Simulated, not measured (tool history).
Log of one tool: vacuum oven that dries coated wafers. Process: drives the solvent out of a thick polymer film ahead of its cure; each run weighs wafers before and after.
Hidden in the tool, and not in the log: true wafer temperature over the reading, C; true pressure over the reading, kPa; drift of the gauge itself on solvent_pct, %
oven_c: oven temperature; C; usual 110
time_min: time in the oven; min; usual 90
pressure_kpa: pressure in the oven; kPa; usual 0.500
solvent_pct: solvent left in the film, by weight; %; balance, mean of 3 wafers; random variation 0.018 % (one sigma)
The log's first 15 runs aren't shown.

run,hour,oven_c,time_min,pressure_kpa,hours of work since the thermocouples were calibrated,hours of work since the vacuum gauge was cleaned of residue,solvent_pct
16,574.5,110,48,1.838,1032,169,8.18
17,608.8,110,48,1.838,1057,194,8.19
18,643.6,110,48,1.838,1082,219,8.20
19,690.8,110,48,1.838,1116,253,8.14
20,747.6,110,88,0.500,1158,294,4.32
21,787.4,110,90,0.500,1186,323,4.20
# hour 824.1: oven's thermocouples calibrated
22,844.4,110,90,0.749,15,363,4.34
23,899.4,110,90,0.749,55,403,4.36
24,942.1,110,90,0.749,85,434,4.31
25,997.3,110,90,0.749,125,473,4.35
26,1022.4,117,90,0.500,144,492,2.89

The next listed run, before its measurement:
27,1052.6,117,90,0.500,165,514,?

{"run 27": {"solvent_pct": 2.9}}
Without the tool's hidden state the same run would have given solvent_pct 2.90 %.

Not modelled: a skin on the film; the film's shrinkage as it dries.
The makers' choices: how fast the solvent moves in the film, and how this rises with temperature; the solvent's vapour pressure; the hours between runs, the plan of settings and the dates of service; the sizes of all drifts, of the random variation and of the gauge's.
